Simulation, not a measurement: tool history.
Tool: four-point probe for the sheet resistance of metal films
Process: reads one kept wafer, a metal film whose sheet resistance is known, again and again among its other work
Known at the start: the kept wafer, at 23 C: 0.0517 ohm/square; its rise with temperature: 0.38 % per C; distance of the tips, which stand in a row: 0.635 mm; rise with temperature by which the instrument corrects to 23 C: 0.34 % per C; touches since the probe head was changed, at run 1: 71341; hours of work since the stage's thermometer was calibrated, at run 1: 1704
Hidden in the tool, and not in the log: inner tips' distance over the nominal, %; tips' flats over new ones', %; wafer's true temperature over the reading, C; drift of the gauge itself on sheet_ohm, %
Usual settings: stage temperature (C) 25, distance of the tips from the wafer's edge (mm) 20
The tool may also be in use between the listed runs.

run	day	stage temperature (C)	distance of the tips from the wafer's edge (mm)	touches since the probe head was changed	hours of work since the stage's thermometer was calibrated	sheet resistance as the instrument gives it (ohm/square)
1	0	25	20	71341	1704	0.051796
2	1.912	25	20	72151	1739	0.0518
3	4.8	25	20	73374	1792	0.051799
4	8.412	25	20	74904	1858	0.051799
5	12.15	25	20	76485	1926	0.051805
# day 12.962: stage's thermometer calibrated
6	16.304	20	20	78235	61	0.051872
7	18.933	20	20	79349	109	0.051866
8	23.3	30	20	81199	189	0.052066
9	26.221	30	20	82435	243	0.05207
10	30.475	25	5	84236	321	0.052407
11	34.662	25	61	86009	397	0.051948
12	37.3	25	61	87125	446	0.051967
13	40.088	25	17	88307	497	0.052005
14	42.429	25	17	89297	540	0.052009
15	46.754	24	17	91129	619	0.052003
16	50.417	24	17	92680	686	0.051993
17	52.458	25	38	93545	723	0.052004
18	56.875	25	38	95415	804	0.051984

The next listed run, before its measurement:
19	61.171	25	38	97233	883	?

{"run 19": {"sheet resistance as the instrument gives it (ohm/square)": 0.052005}}
Without the tool's hidden state the same run would have given sheet resistance as the instrument gives it (ohm/square) 0.051746.
